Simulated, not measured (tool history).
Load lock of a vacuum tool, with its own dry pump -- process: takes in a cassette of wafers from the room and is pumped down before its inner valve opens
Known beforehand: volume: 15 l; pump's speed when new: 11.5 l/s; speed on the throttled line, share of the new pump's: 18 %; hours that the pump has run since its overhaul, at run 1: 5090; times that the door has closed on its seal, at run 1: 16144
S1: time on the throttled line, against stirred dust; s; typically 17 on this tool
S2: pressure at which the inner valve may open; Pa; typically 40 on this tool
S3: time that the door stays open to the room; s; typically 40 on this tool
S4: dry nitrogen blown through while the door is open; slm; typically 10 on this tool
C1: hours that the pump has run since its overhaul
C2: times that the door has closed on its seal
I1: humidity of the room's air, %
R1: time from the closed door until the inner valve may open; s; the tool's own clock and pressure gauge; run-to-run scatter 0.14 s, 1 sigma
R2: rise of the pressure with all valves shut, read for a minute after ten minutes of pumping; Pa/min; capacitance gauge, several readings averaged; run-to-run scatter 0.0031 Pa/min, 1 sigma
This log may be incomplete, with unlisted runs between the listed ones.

run,hour,S1,S2,S3,S4,C1,C2,I1,R1,R2
1,0.0,17,40,40,10,5090,16144,45.7,24.9,0.197
2,80.4,17,40,40,10,5171,16341,44.1,24.7,0.209
3,216.0,10,40,40,10,5306,16672,41.7,19.7,0.210
4,307.1,17,40,64,10,5397,16894,48.1,25.1,0.232
5,371.8,17,40,64,10,5462,17052,45.8,24.9,0.230
6,481.5,17,40,64,10,5572,17319,48.3,25.2,0.238
7,552.4,17,40,40,10,5643,17492,45.2,25.0,0.214
8,636.3,17,40,40,10,5727,17697,43.6,25.2,0.216
9,746.7,17,40,40,10,5837,17967,42.1,25.2,0.218
10,828.7,17,40,40,10,5919,18167,43.9,24.8,0.224
11,911.1,17,40,40,10,6001,18368,46.1,25.4,0.232
12,1046.3,17,40,40,10,6137,18698,44.8,25.2,0.235
13,1182.7,17,40,40,10,6273,19031,45.1,25.2,0.240
14,1281.1,17,40,40,10,6371,19271,46.0,25.0,0.248
15,1356.3,17,76,40,10,6447,19454,46.0,24.3,0.241
16,1495.7,17,76,40,10,6586,19794,44.0,24.4,0.251
17,1553.8,9,70,40,10,6644,19936,46.9,18.1,0.249
18,1647.1,21,38,45,37,6737,20164,45.9,28.6,0.232
19,1739.7,17,35,40,13,6830,20390,46.2,25.5,0.250
20,1865.2,11,35,144,17,6955,20696,44.1,20.8,0.295
21,1958.3,17,36,37,10,7049,20923,45.5,25.4,0.255
22,2032.0,19,40,40,10,7122,21103,46.8,27.2,0.273
23,2136.8,17,40,200,36,7227,21359,46.4,25.2,0.311
24,2275.7,17,35,50,10,7366,21698,46.8,25.7,0.289
25,2371.0,17,35,50,10,7461,21931,43.1,25.9,0.270
26,2444.4,17,34,50,45,7535,22110,44.7,25.9,0.257
27,2578.8,17,40,135,8,7669,22438,45.8,25.7,0.340

What does the tool deliver on the next run?
28,2643.5,8,39,34,12,7734,22596,47.7,?,?

R1: 18.5 s
R2: 0.287 Pa/min
If the tool had no hidden condition, the same run with the same run-to-run variation would have returned R1 16.9 s, R2 0.062 Pa/min.

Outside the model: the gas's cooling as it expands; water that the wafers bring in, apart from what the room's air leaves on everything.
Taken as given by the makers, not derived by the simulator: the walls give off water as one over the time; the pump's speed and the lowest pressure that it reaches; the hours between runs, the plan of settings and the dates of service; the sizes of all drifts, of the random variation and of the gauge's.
